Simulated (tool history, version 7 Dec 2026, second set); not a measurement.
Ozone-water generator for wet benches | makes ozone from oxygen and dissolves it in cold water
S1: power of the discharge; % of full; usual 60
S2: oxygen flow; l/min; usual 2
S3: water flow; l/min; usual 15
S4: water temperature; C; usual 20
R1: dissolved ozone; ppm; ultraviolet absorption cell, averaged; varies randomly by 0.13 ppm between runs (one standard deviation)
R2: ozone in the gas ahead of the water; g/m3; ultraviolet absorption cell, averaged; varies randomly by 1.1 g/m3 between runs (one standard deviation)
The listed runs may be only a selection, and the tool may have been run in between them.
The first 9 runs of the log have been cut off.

{"run": 10, "hour": 486.8, "S1": 60, "S2": 2.87, "S3": 9, "S4": 20, "R1": 19.6, "R2": 150.3}
{"run": 11, "hour": 559.4, "S1": 60, "S2": 2.87, "S3": 9, "S4": 20, "R1": 19.6, "R2": 147}
{"hour": 566.0, "done": "water thermometer calibrated"}
{"run": 12, "hour": 641.0, "S1": 60, "S2": 2.87, "S3": 9, "S4": 20, "R1": 19.6, "R2": 149.9}
{"run": 13, "hour": 723.1, "S1": 60, "S2": 1.41, "S3": 9, "S4": 20, "R1": 18.9, "R2": 212.9}
{"run": 14, "hour": 804.5, "S1": 60, "S2": 1.41, "S3": 9, "S4": 20, "R1": 18.3, "R2": 213.1}
{"run": 15, "hour": 840.0, "S1": 60, "S2": 2, "S3": 15, "S4": 16, "R1": 13, "R2": 177.5}
{"run": 16, "hour": 880.6, "S1": 60, "S2": 2, "S3": 15, "S4": 20, "R1": 12.3, "R2": 175.9}
{"run": 17, "hour": 919.6, "S1": 48, "S2": 3.52, "S3": 13, "S4": 20, "R1": 12.6, "R2": 110.9}
{"run": 18, "hour": 976.1, "S1": 48, "S2": 3.52, "S3": 13, "S4": 20, "R1": 12.5, "R2": 112.3}
{"run": 19, "hour": 1018.0, "S1": 48, "S2": 3.52, "S3": 13, "S4": 20, "R1": 12.4, "R2": 111.5}
{"run": 20, "hour": 1092.3, "S1": 48, "S2": 3.52, "S3": 13, "S4": 20, "R1": 12.5, "R2": 110.6}
{"run": 21, "hour": 1151.5, "S1": 79, "S2": 2.93, "S3": 13, "S4": 20, "R1": 17.7, "R2": 176.1}
{"run": 22, "hour": 1218.2, "S1": 79, "S2": 2.93, "S3": 13, "S4": 20, "R1": 17.7, "R2": 175.9}
{"run": 23, "hour": 1292.6, "S1": 79, "S2": 1.2, "S3": 12, "S4": 20, "R1": 17, "R2": 276.9}
{"run": 24, "hour": 1332.3, "S1": 60, "S2": 2.03, "S3": 13, "S4": 21, "R1": 13.9, "R2": 171}
{"run": 25, "hour": 1402.2, "S1": 66, "S2": 2.03, "S3": 16, "S4": 21, "R1": 11.9, "R2": 182.7}
{"run": 26, "hour": 1441.3, "S1": 60, "S2": 2, "S3": 23, "S4": 24, "R1": 7.6, "R2": 171.6}
{"run": 27, "hour": 1484.8, "S1": 60, "S2": 1.92, "S3": 23, "S4": 14, "R1": 7.8, "R2": 173.7}
{"run": 28, "hour": 1567.1, "S1": 60, "S2": 2, "S3": 18, "S4": 20, "R1": 9.7, "R2": 170.7}
{"run": 29, "hour": 1627.7, "S1": 41, "S2": 1.46, "S3": 15, "S4": 14, "R1": 8.7, "R2": 152}
{"run": 30, "hour": 1683.7, "S1": 41, "S2": 1.46, "S3": 15, "S4": 14, "R1": 8.9, "R2": 151.4}
{"run": 31, "hour": 1759.9, "S1": 68, "S2": 2, "S3": 22, "S4": 20, "R1": 8.6, "R2": 185.4}
{"run": 32, "hour": 1821.8, "S1": 60, "S2": 2, "S3": 10, "S4": 17, "R1": 17.6, "R2": 167.5}

Predict each of these 4 candidate next runs independently; none follows another, all start after run 32:
{"run": "A", "hour": 1895.8, "S1": 60, "S2": 3.22, "S3": 10, "S4": 15, "R1": "?", "R2": "?"}
{"run": "B", "hour": 1895.8, "S1": 60, "S2": 2.68, "S3": 9, "S4": 20, "R1": "?", "R2": "?"}
{"run": "C", "hour": 1895.8, "S1": 60, "S2": 2.93, "S3": 11, "S4": 15, "R1": "?", "R2": "?"}
{"run": "D", "hour": 1895.8, "S1": 84, "S2": 2, "S3": 17, "S4": 17, "R1": "?", "R2": "?"}

run=A R1=18.1 R2=133.2
run=B R1=18.3 R2=145.2
run=C R1=16.7 R2=139.9
run=D R1=13.5 R2=213.8
Take away the tool's hidden state, keep each run's random variation, and the runs would have read:
run=A R1=22.3 R2=161.3
run=B R1=22.5 R2=176
run=C R1=20.6 R2=169.4
run=D R1=17.7 R2=274.9

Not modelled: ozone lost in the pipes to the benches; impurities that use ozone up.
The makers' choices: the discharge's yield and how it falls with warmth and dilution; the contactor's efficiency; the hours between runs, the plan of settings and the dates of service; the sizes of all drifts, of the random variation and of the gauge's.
